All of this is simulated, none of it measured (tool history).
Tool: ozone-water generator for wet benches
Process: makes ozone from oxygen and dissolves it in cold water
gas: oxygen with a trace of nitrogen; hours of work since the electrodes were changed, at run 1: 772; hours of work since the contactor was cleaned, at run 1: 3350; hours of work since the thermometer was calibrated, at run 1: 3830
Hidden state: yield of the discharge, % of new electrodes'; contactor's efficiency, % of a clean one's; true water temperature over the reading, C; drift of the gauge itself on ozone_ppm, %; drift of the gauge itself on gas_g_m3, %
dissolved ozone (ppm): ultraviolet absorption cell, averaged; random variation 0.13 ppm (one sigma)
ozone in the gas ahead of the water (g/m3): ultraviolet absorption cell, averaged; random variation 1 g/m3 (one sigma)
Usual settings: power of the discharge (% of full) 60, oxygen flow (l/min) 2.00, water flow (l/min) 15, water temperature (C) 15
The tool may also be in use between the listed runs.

| run | hour | power of the discharge (% of full) | oxygen flow (l/min) | water flow (l/min) | water temperature (C) | hours of work since the electrodes were changed | hours of work since the contactor was cleaned | hours of work since the thermometer was calibrated | dissolved ozone (ppm) | ozone in the gas ahead of the water (g/m3) |
|---|---|---|---|---|---|---|---|---|---|---|
| 1 | 0.0 | 60 | 2.00 | 15 | 15 | 772 | 3350 | 3830 | 13.6 | 169.6 |
| 2 | 30.3 | 60 | 2.00 | 15 | 15 | 799 | 3378 | 3858 | 13.6 | 167.1 |
| 3 | 57.9 | 60 | 2.00 | 15 | 15 | 824 | 3403 | 3883 | 13.7 | 169.1 |
| 4 | 78.9 | 60 | 2.00 | 15 | 15 | 843 | 3422 | 3902 | 13.6 | 169.2 |
| 5 | 103.3 | 60 | 2.00 | 15 | 15 | 865 | 3444 | 3924 | 13.7 | 167.4 |
| 6 | 123.3 | 60 | 2.00 | 15 | 15 | 883 | 3462 | 3942 | 13.8 | 168.9 |
| 7 | 141.0 | 60 | 2.00 | 15 | 15 | 900 | 3478 | 3958 | 13.7 | 168.6 |
| 8 | 164.4 | 60 | 2.00 | 15 | 15 | 921 | 3499 | 3980 | 13.6 | 168.6 |
| 9 | 191.0 | 83 | 2.00 | 15 | 15 | 945 | 3523 | 4004 | 16.0 | 203.2 |
| 10 | 218.2 | 60 | 1.03 | 15 | 15 | 970 | 3548 | 4028 | 10.2 | 214.0 |
| 11 | 250.0 | 76 | 2.15 | 15 | 15 | 998 | 3577 | 4057 | 15.9 | 188.4 |
| 12 | 278.0 | 60 | 1.20 | 15 | 10 | 1024 | 3602 | 4083 | 11.3 | 202.8 |
| 13 | 298.8 | 60 | 1.20 | 15 | 10 | 1043 | 3621 | 4102 | 11.3 | 202.8 |
| 14 | 331.1 | 60 | 1.20 | 15 | 10 | 1072 | 3651 | 4131 | 11.3 | 200.0 |
| 15 | 361.5 | 53 | 2.00 | 15 | 11 | 1100 | 3678 | 4158 | 13.0 | 155.9 |
| 16 | 380.8 | 63 | 2.00 | 15 | 15 | 1117 | 3696 | 4176 | 13.9 | 172.3 |
| 17 | 406.5 | 63 | 2.00 | 15 | 15 | 1140 | 3719 | 4199 | 13.7 | 171.1 |
| 18 | 434.7 | 63 | 2.00 | 15 | 15 | 1166 | 3744 | 4225 | 13.9 | 171.8 |
| 19 | 453.0 | 63 | 2.00 | 15 | 15 | 1183 | 3761 | 4241 | 13.8 | 171.7 |

The same runs without the tool's hidden state, with the same run-to-run variation:
| run | dissolved ozone (ppm) | ozone in the gas ahead of the water (g/m3) |
|---|---|---|
| 1 | 14.2 | 174.4 |
| 2 | 14.3 | 172.0 |
| 3 | 14.3 | 174.1 |
| 4 | 14.3 | 174.5 |
| 5 | 14.4 | 172.7 |
| 6 | 14.5 | 174.4 |
| 7 | 14.4 | 174.2 |
| 8 | 14.3 | 174.3 |
| 9 | 17.0 | 211.7 |
| 10 | 10.8 | 221.6 |
| 11 | 16.9 | 196.4 |
| 12 | 11.9 | 210.4 |
| 13 | 11.9 | 210.5 |
| 14 | 11.9 | 207.8 |
| 15 | 13.7 | 161.7 |
| 16 | 14.7 | 179.5 |
| 17 | 14.6 | 178.4 |
| 18 | 14.8 | 179.3 |
| 19 | 14.7 | 179.3 |
